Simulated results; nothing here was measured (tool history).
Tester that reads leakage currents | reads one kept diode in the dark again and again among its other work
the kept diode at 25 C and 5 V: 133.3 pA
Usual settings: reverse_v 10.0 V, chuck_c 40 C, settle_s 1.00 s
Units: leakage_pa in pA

| run | hour | reverse_v | chuck_c | settle_s | leakage_pa |
|---|---|---|---|---|---|
| 1 | 0.0 | 10.0 | 40 | 1.00 | 637.61 |
| 2 | 71.2 | 10.0 | 40 | 1.00 | 632.71 |
| 3 | 148.0 | 10.0 | 40 | 1.00 | 635.13 |
| 4 | 200.8 | 10.0 | 40 | 1.00 | 632.53 |
| 5 | 284.2 | 10.0 | 40 | 1.00 | 625.78 |
| 6 | 354.1 | 10.0 | 40 | 1.00 | 629.30 |
| 7 | 418.7 | 10.0 | 40 | 2.02 | 621.99 |
| 8 | 459.4 | 10.0 | 40 | 2.02 | 623.66 |
| 9 | 521.7 | 10.0 | 40 | 1.00 | 625.14 |
| 10 | 593.1 | 3.8 | 42 | 1.89 | 488.48 |
| 11 | 666.8 | 9.3 | 25 | 1.00 | 176.52 |
| 12 | 748.5 | 9.3 | 25 | 1.00 | 176.95 |
| 13 | 806.8 | 6.7 | 24 | 0.33 | 143.81 |
| 14 | 866.1 | 13.2 | 23 | 3.20 | 173.45 |
| 15 | 909.6 | 6.3 | 49 | 1.00 | 1028.94 |
| 16 | 987.6 | 6.8 | 49 | 4.79 | 1058.57 |
| 17 | 1061.9 | 12.5 | 23 | 4.86 | 168.53 |

5 ways to go on from here, each from the tool as it stands after run 17. What would each give?
| A | 1121.5 | 4.3 | 40 | 1.00 | ? |
| B | 1121.5 | 12.5 | 23 | 0.35 | ? |
| C | 1121.5 | 7.0 | 39 | 0.42 | ? |
| D | 1121.5 | 1.0 | 47 | 0.33 | ? |
| E | 1121.5 | 7.5 | 37 | 0.38 | ? |

| run | leakage_pa |
|---|---|
| A | 428.85 |
| B | 178.81 |
| C | 484.81 |
| D | 411.02 |
| E | 426.96 |
Without the tool's hidden state the same runs would have given:
| run | leakage_pa |
|---|---|
| A | 454.26 |
| B | 173.42 |
| C | 510.29 |
| D | 439.03 |
| E | 447.58 |

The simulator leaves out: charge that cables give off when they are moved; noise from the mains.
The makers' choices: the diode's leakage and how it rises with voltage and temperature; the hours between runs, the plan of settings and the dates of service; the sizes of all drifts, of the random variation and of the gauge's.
